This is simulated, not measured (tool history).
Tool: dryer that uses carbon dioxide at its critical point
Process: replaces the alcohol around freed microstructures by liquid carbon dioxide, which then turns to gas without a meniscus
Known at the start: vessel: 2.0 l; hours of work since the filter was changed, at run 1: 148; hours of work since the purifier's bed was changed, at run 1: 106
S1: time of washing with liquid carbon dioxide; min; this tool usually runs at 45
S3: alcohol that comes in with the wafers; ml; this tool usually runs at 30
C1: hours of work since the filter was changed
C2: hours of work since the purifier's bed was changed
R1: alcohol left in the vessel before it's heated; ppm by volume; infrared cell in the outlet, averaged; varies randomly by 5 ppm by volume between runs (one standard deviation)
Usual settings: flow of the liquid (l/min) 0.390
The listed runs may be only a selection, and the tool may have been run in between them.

{"run": 1, "day": 0.0, "S1": 45, "flow of the liquid (l/min)": 0.39, "S3": 30, "C1": 148, "C2": 106, "R1": 43}
{"run": 2, "day": 1.312, "S1": 45, "flow of the liquid (l/min)": 0.377, "S3": 30, "C1": 167, "C2": 126, "R1": 61}
{"run": 3, "day": 2.812, "S1": 45, "flow of the liquid (l/min)": 0.377, "S3": 105, "C1": 189, "C2": 148, "R1": 137}
{"run": 4, "day": 3.488, "S1": 45, "flow of the liquid (l/min)": 0.377, "S3": 105, "C1": 199, "C2": 158, "R1": 141}
{"run": 5, "day": 4.179, "S1": 45, "flow of the liquid (l/min)": 0.39, "S3": 25, "C1": 209, "C2": 168, "R1": 64}
{"run": 6, "day": 5.167, "S1": 45, "flow of the liquid (l/min)": 0.406, "S3": 30, "C1": 224, "C2": 183, "R1": 79}
{"run": 7, "day": 6.746, "S1": 45, "flow of the liquid (l/min)": 0.39, "S3": 30, "C1": 247, "C2": 206, "R1": 84}
{"run": 8, "day": 7.512, "S1": 45, "flow of the liquid (l/min)": 0.39, "S3": 30, "C1": 259, "C2": 217, "R1": 97}
{"run": 9, "day": 8.538, "S1": 45, "flow of the liquid (l/min)": 0.39, "S3": 24, "C1": 274, "C2": 232, "R1": 85}
{"run": 10, "day": 10.158, "S1": 45, "flow of the liquid (l/min)": 0.39, "S3": 30, "C1": 298, "C2": 256, "R1": 94}
{"run": 11, "day": 10.938, "S1": 45, "flow of the liquid (l/min)": 0.252, "S3": 30, "C1": 309, "C2": 267, "R1": 304}
{"run": 12, "day": 12.329, "S1": 45, "flow of the liquid (l/min)": 0.39, "S3": 67, "C1": 329, "C2": 288, "R1": 155}
{"run": 13, "day": 13.529, "S1": 45, "flow of the liquid (l/min)": 0.39, "S3": 67, "C1": 347, "C2": 306, "R1": 157}
{"run": 14, "day": 15.042, "S1": 32, "flow of the liquid (l/min)": 0.39, "S3": 67, "C1": 369, "C2": 328, "R1": 518}
{"run": 15, "day": 15.75, "S1": 32, "flow of the liquid (l/min)": 0.572, "S3": 67, "C1": 380, "C2": 338, "R1": 157}
{"run": 16, "day": 17.283, "S1": 32, "flow of the liquid (l/min)": 0.572, "S3": 67, "C1": 402, "C2": 361, "R1": 167}
{"run": 17, "day": 18.479, "S1": 32, "flow of the liquid (l/min)": 0.572, "S3": 67, "C1": 420, "C2": 378, "R1": 165}
{"run": 18, "day": 19.838, "S1": 32, "flow of the liquid (l/min)": 0.572, "S3": 67, "C1": 440, "C2": 398, "R1": 183}
{"run": 19, "day": 21.321, "S1": 45, "flow of the liquid (l/min)": 0.39, "S3": 65, "C1": 462, "C2": 420, "R1": 203}
{"run": 20, "day": 22.317, "S1": 45, "flow of the liquid (l/min)": 0.39, "S3": 65, "C1": 476, "C2": 435, "R1": 204}
{"day": 22.592, "done": "inlet filter changed"}
{"run": 21, "day": 23.171, "S1": 45, "flow of the liquid (l/min)": 0.39, "S3": 65, "C1": 9, "C2": 447, "R1": 165}
{"run": 22, "day": 24.583, "S1": 45, "flow of the liquid (l/min)": 0.39, "S3": 65, "C1": 29, "C2": 468, "R1": 150}
{"run": 23, "day": 25.404, "S1": 45, "flow of the liquid (l/min)": 0.39, "S3": 30, "C1": 41, "C2": 480, "R1": 142}
{"run": 24, "day": 26.996, "S1": 45, "flow of the liquid (l/min)": 0.39, "S3": 64, "C1": 65, "C2": 503, "R1": 171}
{"day": 27.342, "done": "purifier's bed changed"}
{"run": 25, "day": 28.771, "S1": 67, "flow of the liquid (l/min)": 0.565, "S3": 42, "C1": 89, "C2": 21, "R1": 19}
{"run": 26, "day": 29.838, "S1": 28, "flow of the liquid (l/min)": 0.407, "S3": 23, "C1": 105, "C2": 37, "R1": 161}
{"run": 27, "day": 30.975, "S1": 48, "flow of the liquid (l/min)": 0.407, "S3": 23, "C1": 122, "C2": 53, "R1": 39}
{"run": 28, "day": 32.246, "S1": 37, "flow of the liquid (l/min)": 0.407, "S3": 47, "C1": 140, "C2": 72, "R1": 111}
{"run": 29, "day": 33.517, "S1": 29, "flow of the liquid (l/min)": 0.3, "S3": 110, "C1": 159, "C2": 91, "R1": 1960}
{"run": 30, "day": 34.288, "S1": 43, "flow of the liquid (l/min)": 0.244, "S3": 120, "C1": 170, "C2": 102, "R1": 1094}
{"run": 31, "day": 35.35, "S1": 45, "flow of the liquid (l/min)": 0.453, "S3": 89, "C1": 186, "C2": 118, "R1": 54}
{"run": 32, "day": 36.329, "S1": 35, "flow of the liquid (l/min)": 0.304, "S3": 89, "C1": 200, "C2": 132, "R1": 826}
{"run": 33, "day": 37.121, "S1": 45, "flow of the liquid (l/min)": 0.61, "S3": 27, "C1": 212, "C2": 144, "R1": 45}
{"run": 34, "day": 38.046, "S1": 45, "flow of the liquid (l/min)": 0.61, "S3": 27, "C1": 226, "C2": 158, "R1": 42}
{"run": 35, "day": 39.646, "S1": 40, "flow of the liquid (l/min)": 0.39, "S3": 33, "C1": 249, "C2": 181, "R1": 123}
{"run": 36, "day": 40.421, "S1": 50, "flow of the liquid (l/min)": 0.398, "S3": 23, "C1": 261, "C2": 192, "R1": 67}
{"run": 37, "day": 41.783, "S1": 31, "flow of the liquid (l/min)": 0.286, "S3": 31, "C1": 281, "C2": 212, "R1": 665}
{"run": 38, "day": 42.554, "S1": 31, "flow of the liquid (l/min)": 0.286, "S3": 31, "C1": 292, "C2": 224, "R1": 679}
{"run": 39, "day": 43.992, "S1": 45, "flow of the liquid (l/min)": 0.39, "S3": 48, "C1": 313, "C2": 245, "R1": 120}
{"run": 40, "day": 45.429, "S1": 36, "flow of the liquid (l/min)": 0.39, "S3": 55, "C1": 334, "C2": 266, "R1": 259}
{"run": 41, "day": 46.667, "S1": 36, "flow of the liquid (l/min)": 0.39, "S3": 55, "C1": 352, "C2": 284, "R1": 276}
{"run": 42, "day": 47.571, "S1": 38, "flow of the liquid (l/min)": 0.582, "S3": 45, "C1": 366, "C2": 298, "R1": 86}
{"run": 43, "day": 48.633, "S1": 54, "flow of the liquid (l/min)": 0.39, "S3": 30, "C1": 381, "C2": 313, "R1": 89}
{"run": 44, "day": 49.917, "S1": 33, "flow of the liquid (l/min)": 0.39, "S3": 30, "C1": 400, "C2": 332, "R1": 264}
{"run": 45, "day": 51.275, "S1": 33, "flow of the liquid (l/min)": 0.39, "S3": 30, "C1": 420, "C2": 352, "R1": 278}
{"run": 46, "day": 52.917, "S1": 53, "flow of the liquid (l/min)": 0.39, "S3": 83, "C1": 444, "C2": 376, "R1": 142}

Alternative continuations, all from the tool just after run 46; predict every row:
{"run": "A", "day": 54.258, "S1": 53, "flow of the liquid (l/min)": 0.397, "S3": 83, "C1": 464, "C2": 396, "R1": "?"}
{"run": "B", "day": 54.258, "S1": 37, "flow of the liquid (l/min)": 0.39, "S3": 83, "C1": 464, "C2": 396, "R1": "?"}
{"run": "C", "day": 54.258, "S1": 66, "flow of the liquid (l/min)": 0.647, "S3": 80, "C1": 464, "C2": 396, "R1": "?"}
{"run": "D", "day": 54.258, "S1": 32, "flow of the liquid (l/min)": 0.39, "S3": 30, "C1": 464, "C2": 396, "R1": "?"}
{"run": "E", "day": 54.258, "S1": 61, "flow of the liquid (l/min)": 0.416, "S3": 30, "C1": 464, "C2": 396, "R1": "?"}

run=A R1=156
run=B R1=420
run=C R1=98
run=D R1=316
run=E R1=121
Had the tool no hidden state, the same runs would have come out as:
run=A R1=27
run=B R1=134
run=C R1=0
run=D R1=100
run=E R1=13

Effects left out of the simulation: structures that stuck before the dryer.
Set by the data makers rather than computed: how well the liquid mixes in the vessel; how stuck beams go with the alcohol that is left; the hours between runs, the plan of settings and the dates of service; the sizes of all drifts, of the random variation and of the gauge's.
